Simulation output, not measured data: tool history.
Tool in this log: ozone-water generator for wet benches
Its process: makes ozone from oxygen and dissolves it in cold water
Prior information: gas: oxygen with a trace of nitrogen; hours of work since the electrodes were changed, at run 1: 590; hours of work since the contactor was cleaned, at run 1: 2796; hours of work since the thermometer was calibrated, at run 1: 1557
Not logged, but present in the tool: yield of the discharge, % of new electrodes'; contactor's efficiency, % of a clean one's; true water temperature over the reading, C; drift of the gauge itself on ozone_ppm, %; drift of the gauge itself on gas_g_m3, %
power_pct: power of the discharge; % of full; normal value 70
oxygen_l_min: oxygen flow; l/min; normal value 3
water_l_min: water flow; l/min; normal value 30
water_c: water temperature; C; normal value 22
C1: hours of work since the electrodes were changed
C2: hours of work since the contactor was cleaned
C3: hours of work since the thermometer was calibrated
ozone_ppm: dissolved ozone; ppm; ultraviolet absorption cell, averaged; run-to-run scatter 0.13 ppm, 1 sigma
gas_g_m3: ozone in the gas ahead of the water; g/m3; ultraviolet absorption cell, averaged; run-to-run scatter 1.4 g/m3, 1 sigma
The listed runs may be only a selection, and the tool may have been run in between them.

Run 1, hour 0: usual settings; C1 590; C2 2796; C3 1557. Result: ozone_ppm 13.3 ppm, gas_g_m3 259 g/m3.
Run 2, hour 32.9: usual settings; C1 610; C2 2816; C3 1578. Result: ozone_ppm 13.5 ppm, gas_g_m3 257.9 g/m3.
Run 3, hour 84.4: usual settings but oxygen_l_min 3.55 l/min; C1 642; C2 2848; C3 1609. Result: ozone_ppm 14 ppm, gas_g_m3 236.8 g/m3.
Run 4, hour 113.7: usual settings but oxygen_l_min 3.55 l/min; C1 660; C2 2866; C3 1627. Result: ozone_ppm 13.6 ppm, gas_g_m3 235.1 g/m3.
Run 5, hour 153.7: usual settings but water_c 19 C; C1 684; C2 2890; C3 1652. Result: ozone_ppm 13.9 ppm, gas_g_m3 258.9 g/m3.
Run 6, hour 202.4: usual settings but power_pct 69 % of full, water_c 19 C; C1 714; C2 2920; C3 1682. Result: ozone_ppm 13.4 ppm, gas_g_m3 255 g/m3.
Run 7, hour 242.7: usual settings but power_pct 69 % of full, water_c 19 C; C1 739; C2 2945; C3 1707. Result: ozone_ppm 13.4 ppm, gas_g_m3 253.1 g/m3.
Run 8, hour 298: usual settings but power_pct 69 % of full, water_c 19 C; C1 773; C2 2979; C3 1741. Result: ozone_ppm 13.7 ppm, gas_g_m3 251.9 g/m3.
Run 9, hour 332.7: usual settings but power_pct 69 % of full, water_c 19 C; C1 794; C2 3000; C3 1762. Result: ozone_ppm 13.6 ppm, gas_g_m3 249.4 g/m3.
Run 10, hour 386.2: usual settings but power_pct 69 % of full, water_c 19 C; C1 827; C2 3033; C3 1795. Result: ozone_ppm 13.4 ppm, gas_g_m3 254.1 g/m3.
Run 11, hour 429.8: usual settings but power_pct 69 % of full, water_c 19 C; C1 854; C2 3060; C3 1822. Result: ozone_ppm 13.3 ppm, gas_g_m3 253.7 g/m3.
At hour 433.3: water thermometer calibrated.
Run 12, hour 488.5: usual settings but power_pct 97 % of full, water_l_min 40 l/min, water_c 19 C; C1 890; C2 3096; C3 34. Result: ozone_ppm 11.8 ppm, gas_g_m3 304.6 g/m3.
Run 13, hour 552.9: usual settings but oxygen_l_min 3.94 l/min, water_l_min 26 l/min, water_c 26 C; C1 929; C2 3135; C3 73. Result: ozone_ppm 15.2 ppm, gas_g_m3 219.9 g/m3.
Run 14, hour 617.8: usual settings but oxygen_l_min 1.56 l/min; C1 969; C2 3175; C3 113. Result: ozone_ppm 11 ppm, gas_g_m3 355.8 g/m3.
Run 15, hour 649.1: usual settings but oxygen_l_min 1.56 l/min; C1 989; C2 3195; C3 133. Result: ozone_ppm 11.2 ppm, gas_g_m3 355.4 g/m3.
Run 16, hour 688.4: usual settings but power_pct 58 % of full, oxygen_l_min 2.19 l/min, water_c 21 C; C1 1013; C2 3219; C3 157. Result: ozone_ppm 11.1 ppm, gas_g_m3 268.5 g/m3.
Run 17, hour 740.5: usual settings but power_pct 58 % of full, oxygen_l_min 2.19 l/min, water_c 21 C; C1 1045; C2 3251; C3 189. Result: ozone_ppm 10.9 ppm, gas_g_m3 269.4 g/m3.
At hour 786.7: water thermometer calibrated, once more.
Run 18, hour 804: usual settings but power_pct 58 % of full, oxygen_l_min 2.19 l/min, water_c 21 C; C1 1084; C2 3290; C3 11. Result: ozone_ppm 10.7 ppm, gas_g_m3 266.9 g/m3.
Run 19, hour 839.3: usual settings but power_pct 42 % of full, oxygen_l_min 5.33 l/min, water_l_min 25 l/min, water_c 27 C; C1 1105; C2 3311; C3 32. Result: ozone_ppm 11.4 ppm, gas_g_m3 136.6 g/m3.
Run 20, hour 891.7: usual settings but power_pct 42 % of full, oxygen_l_min 5.33 l/min, water_l_min 26 l/min, water_c 20 C; C1 1137; C2 3343; C3 65. Result: ozone_ppm 12.4 ppm, gas_g_m3 137.3 g/m3.
Run 21, hour 942.6: usual settings but power_pct 93 % of full, water_l_min 40 l/min; C1 1169; C2 3375; C3 96. Result: ozone_ppm 11.1 ppm, gas_g_m3 294.8 g/m3.

Alternative continuations, all from the tool just after run 21; predict every row:
Run A, hour 1006: usual settings but oxygen_l_min 4.22 l/min, water_c 16 C; C1 1208; C2 3414; C3 135. Result: ozone_ppm ?, gas_g_m3 ?.
Run B, hour 1006: usual settings but power_pct 69 % of full, water_l_min 40 l/min; C1 1208; C2 3414; C3 135. Result: ozone_ppm ?, gas_g_m3 ?.
Run C, hour 1006: usual settings but power_pct 93 % of full, oxygen_l_min 4.67 l/min, water_l_min 24 l/min; C1 1208; C2 3414; C3 135. Result: ozone_ppm ?, gas_g_m3 ?.
Run D, hour 1006: usual settings but power_pct 66 % of full, oxygen_l_min 2.43 l/min, water_l_min 40 l/min, water_c 20 C; C1 1208; C2 3414; C3 135. Result: ozone_ppm ?, gas_g_m3 ?.
Run E, hour 1006: usual settings but power_pct 99 % of full, water_l_min 26 l/min, water_c 27 C; C1 1208; C2 3414; C3 135. Result: ozone_ppm ?, gas_g_m3 ?.

run  ozone_ppm  gas_g_m3
  A       14.4     208.6
  B        9.2     249.9
  C       20.3     233.1
  D        8.6     271.5
  E       17.6       306
Take away the tool's hidden state, keep each run's random variation, and the runs would have read:
run  ozone_ppm  gas_g_m3
  A       16.7     222.2
  B       10.7       266
  C       23.5       251
  D       10.1     288.6
  E       20.4     330.3
